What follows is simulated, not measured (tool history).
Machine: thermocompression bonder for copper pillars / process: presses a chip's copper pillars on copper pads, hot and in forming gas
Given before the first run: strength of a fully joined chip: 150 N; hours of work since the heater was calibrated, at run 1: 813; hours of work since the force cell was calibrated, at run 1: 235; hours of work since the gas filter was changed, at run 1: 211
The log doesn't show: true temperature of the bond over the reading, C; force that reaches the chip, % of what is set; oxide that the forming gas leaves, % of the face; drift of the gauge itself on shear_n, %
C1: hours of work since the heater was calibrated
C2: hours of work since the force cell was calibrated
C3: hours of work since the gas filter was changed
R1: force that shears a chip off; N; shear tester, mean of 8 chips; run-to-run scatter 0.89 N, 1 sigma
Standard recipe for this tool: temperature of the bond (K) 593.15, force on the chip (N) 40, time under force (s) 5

run 1 day=0 | temperature_of_the_bond_(K)=593.15 force_on_the_chip_(N)=40 time_under_force_(s)=5 | C1=813 C2=235 C3=211 | R1=62.1
run 2 day=1.004 | temperature_of_the_bond_(K)=593.15 force_on_the_chip_(N)=40 time_under_force_(s)=5 | C1=830 C2=252 C3=228 | R1=62.5
run 3 day=1.808 | temperature_of_the_bond_(K)=593.15 force_on_the_chip_(N)=40 time_under_force_(s)=5 | C1=844 C2=266 C3=242 | R1=61.6
run 4 day=2.771 | temperature_of_the_bond_(K)=610.15 force_on_the_chip_(N)=40 time_under_force_(s)=5 | C1=861 C2=282 C3=258 | R1=73.8
run 5 day=3.4 | temperature_of_the_bond_(K)=578.15 force_on_the_chip_(N)=40 time_under_force_(s)=5 | C1=872 C2=293 C3=269 | R1=49.9
run 6 day=4.554 | temperature_of_the_bond_(K)=589.15 force_on_the_chip_(N)=40 time_under_force_(s)=5 | C1=891 C2=313 C3=289 | R1=56.4
-- day=4.712 force cell calibrated
run 7 day=5.138 | temperature_of_the_bond_(K)=589.15 force_on_the_chip_(N)=40 time_under_force_(s)=5 | C1=900 C2=7 C3=298 | R1=56.6
run 8 day=5.704 | temperature_of_the_bond_(K)=589.15 force_on_the_chip_(N)=40 time_under_force_(s)=5 | C1=910 C2=17 C3=308 | R1=56
run 9 day=6.262 | temperature_of_the_bond_(K)=593.15 force_on_the_chip_(N)=40 time_under_force_(s)=5 | C1=920 C2=27 C3=317 | R1=58.1
-- day=6.883 force cell calibrated, once more
run 10 day=7.529 | temperature_of_the_bond_(K)=575.15 force_on_the_chip_(N)=40 time_under_force_(s)=5 | C1=940 C2=11 C3=338 | R1=47.4
run 11 day=8.7 | temperature_of_the_bond_(K)=575.15 force_on_the_chip_(N)=40 time_under_force_(s)=5 | C1=961 C2=31 C3=358 | R1=45
run 12 day=9.638 | temperature_of_the_bond_(K)=593.15 force_on_the_chip_(N)=41 time_under_force_(s)=8 | C1=977 C2=47 C3=374 | R1=69.9
run 13 day=10.65 | temperature_of_the_bond_(K)=585.15 force_on_the_chip_(N)=41 time_under_force_(s)=11 | C1=994 C2=65 C3=391 | R1=71.3
-- day=10.862 forming gas filter changed
-- day=11.408 heater calibrated with a thermocouple chip
run 14 day=11.671 | temperature_of_the_bond_(K)=585.15 force_on_the_chip_(N)=41 time_under_force_(s)=11 | C1=5 C2=80 C3=12 | R1=89.1
run 15 day=12.725 | temperature_of_the_bond_(K)=579.15 force_on_the_chip_(N)=40 time_under_force_(s)=5 | C1=23 C2=98 C3=31 | R1=61.7
run 16 day=13.667 | temperature_of_the_bond_(K)=588.15 force_on_the_chip_(N)=31 time_under_force_(s)=10 | C1=39 C2=115 C3=47 | R1=65.7
run 17 day=14.9 | temperature_of_the_bond_(K)=618.15 force_on_the_chip_(N)=39 time_under_force_(s)=6 | C1=60 C2=136 C3=68 | R1=95
run 18 day=15.412 | temperature_of_the_bond_(K)=618.15 force_on_the_chip_(N)=39 time_under_force_(s)=6 | C1=69 C2=145 C3=77 | R1=96.4
run 19 day=16.517 | temperature_of_the_bond_(K)=618.15 force_on_the_chip_(N)=39 time_under_force_(s)=6 | C1=88 C2=164 C3=96 | R1=94.5
run 20 day=17.375 | temperature_of_the_bond_(K)=566.15 force_on_the_chip_(N)=25 time_under_force_(s)=7 | C1=103 C2=178 C3=110 | R1=31
run 21 day=18.133 | temperature_of_the_bond_(K)=574.15 force_on_the_chip_(N)=28 time_under_force_(s)=5 | C1=116 C2=191 C3=123 | R1=34.8
run 22 day=19.158 | temperature_of_the_bond_(K)=593.15 force_on_the_chip_(N)=40 time_under_force_(s)=3 | C1=133 C2=209 C3=141 | R1=57.4

Hidden state or all else? Some run-to-run changes of R1, split into what the settings, what came in and random variation would give without the hidden state, and what is left for the hidden state (with any gauge scatter that isn't in both results):
Run 11 -> 12: temperature of the bond (K) 575.15 -> 593.15, force on the chip (N) 40 -> 41, time under force (s) 5 -> 8. R1 +24.9 N: hidden state -4.7, all else +29.6.
Run 13 -> 14: forming gas filter changed, heater calibrated with a thermocouple chip. R1 +17.8 N: hidden state +18.8, all else -1.
Run 16 -> 17: temperature of the bond (K) 588.15 -> 618.15, force on the chip (N) 31 -> 39, time under force (s) 10 -> 6. R1 +29.3 N: hidden state -1.4, all else +30.7.
Run 19 -> 20: temperature of the bond (K) 618.15 -> 566.15, force on the chip (N) 39 -> 25, time under force (s) 6 -> 7. R1 -63.5 N: hidden state +2.2, all else -65.7.
